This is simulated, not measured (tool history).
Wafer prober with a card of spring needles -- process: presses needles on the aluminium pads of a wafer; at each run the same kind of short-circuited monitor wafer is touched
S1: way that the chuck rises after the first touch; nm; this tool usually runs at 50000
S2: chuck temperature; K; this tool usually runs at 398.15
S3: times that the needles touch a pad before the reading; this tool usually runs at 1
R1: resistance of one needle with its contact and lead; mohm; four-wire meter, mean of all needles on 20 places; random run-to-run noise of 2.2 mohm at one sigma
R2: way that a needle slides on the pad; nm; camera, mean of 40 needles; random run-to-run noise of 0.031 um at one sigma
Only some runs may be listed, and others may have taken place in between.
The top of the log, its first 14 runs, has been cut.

{"hour": 175.3, "done": "height of the first contact set anew"}
{"hour": 176.9, "done": "tips cleaned on abrasive film"}
{"run": 15, "hour": 180.0, "S1": 49000, "S2": 398.15, "S3": 1, "R1": 246, "R2": 11740}
{"run": 16, "hour": 188.9, "S1": 49000, "S2": 398.15, "S3": 1, "R1": 247, "R2": 11770}
{"hour": 192.4, "done": "tips cleaned on abrasive film"}
{"run": 17, "hour": 198.5, "S1": 49000, "S2": 398.15, "S3": 1, "R1": 246, "R2": 11780}
{"hour": 208.2, "done": "tips cleaned on abrasive film"}
{"run": 18, "hour": 213.0, "S1": 30000, "S2": 348.15, "S3": 1, "R1": 249, "R2": 7170}
{"run": 19, "hour": 223.2, "S1": 30000, "S2": 348.15, "S3": 1, "R1": 249, "R2": 7240}
{"hour": 224.5, "done": "tips cleaned on abrasive film"}
{"run": 20, "hour": 237.0, "S1": 63000, "S2": 314.15, "S3": 2, "R1": 215, "R2": 15100}
{"hour": 241.0, "done": "tips cleaned on abrasive film"}
{"run": 21, "hour": 250.4, "S1": 60000, "S2": 367.15, "S3": 1, "R1": 237, "R2": 14370}
{"hour": 256.9, "done": "tips cleaned on abrasive film"}
{"run": 22, "hour": 258.1, "S1": 60000, "S2": 367.15, "S3": 1, "R1": 234, "R2": 14410}
{"hour": 272.5, "done": "tips cleaned on abrasive film"}
{"run": 23, "hour": 275.4, "S1": 60000, "S2": 367.15, "S3": 1, "R1": 232, "R2": 14390}
{"run": 24, "hour": 283.6, "S1": 50000, "S2": 355.15, "S3": 1, "R1": 234, "R2": 11990}
{"hour": 288.5, "done": "tips cleaned on abrasive film"}
{"run": 25, "hour": 299.2, "S1": 37000, "S2": 355.15, "S3": 3, "R1": 243, "R2": 8860}
{"hour": 304.6, "done": "tips cleaned on abrasive film"}
{"run": 26, "hour": 309.8, "S1": 63000, "S2": 320.15, "S3": 2, "R1": 215, "R2": 15090}
{"hour": 320.0, "done": "tips cleaned on abrasive film"}
{"run": 27, "hour": 323.0, "S1": 67000, "S2": 358.15, "S3": 1, "R1": 228, "R2": 16090}
{"hour": 335.4, "done": "tips cleaned on abrasive film"}
{"run": 28, "hour": 335.4, "S1": 61000, "S2": 334.15, "S3": 2, "R1": 222, "R2": 14520}
{"run": 29, "hour": 343.9, "S1": 61000, "S2": 334.15, "S3": 2, "R1": 224, "R2": 14550}
{"hour": 350.8, "done": "tips cleaned on abrasive film"}
{"run": 30, "hour": 352.7, "S1": 61000, "S2": 334.15, "S3": 2, "R1": 226, "R2": 14550}
{"run": 31, "hour": 360.0, "S1": 61000, "S2": 340.15, "S3": 1, "R1": 225, "R2": 14560}
{"hour": 366.9, "done": "tips cleaned on abrasive film"}
{"run": 32, "hour": 367.5, "S1": 39000, "S2": 307.15, "S3": 2, "R1": 230, "R2": 9270}

Branching from run 32: 4 alternative next runs. What would each branch give?
{"run": "A", "hour": 376.6, "S1": 40000, "S2": 338.15, "S3": 3, "R1": "?", "R2": "?"}
{"run": "B", "hour": 376.6, "S1": 69000, "S2": 398.15, "S3": 3, "R1": "?", "R2": "?"}
{"run": "C", "hour": 376.6, "S1": 39000, "S2": 333.15, "S3": 2, "R1": "?", "R2": "?"}
{"run": "D", "hour": 376.6, "S1": 45000, "S2": 398.15, "S3": 2, "R1": "?", "R2": "?"}

run=A R1=234 R2=9570
run=B R1=233 R2=16440
run=C R1=237 R2=9290
run=D R1=250 R2=10790
Take away the tool's hidden state, keep each run's random variation, and the runs would have read:
run=A R1=234 R2=9710
run=B R1=233 R2=16690
run=C R1=236 R2=9430
run=D R1=250 R2=10960
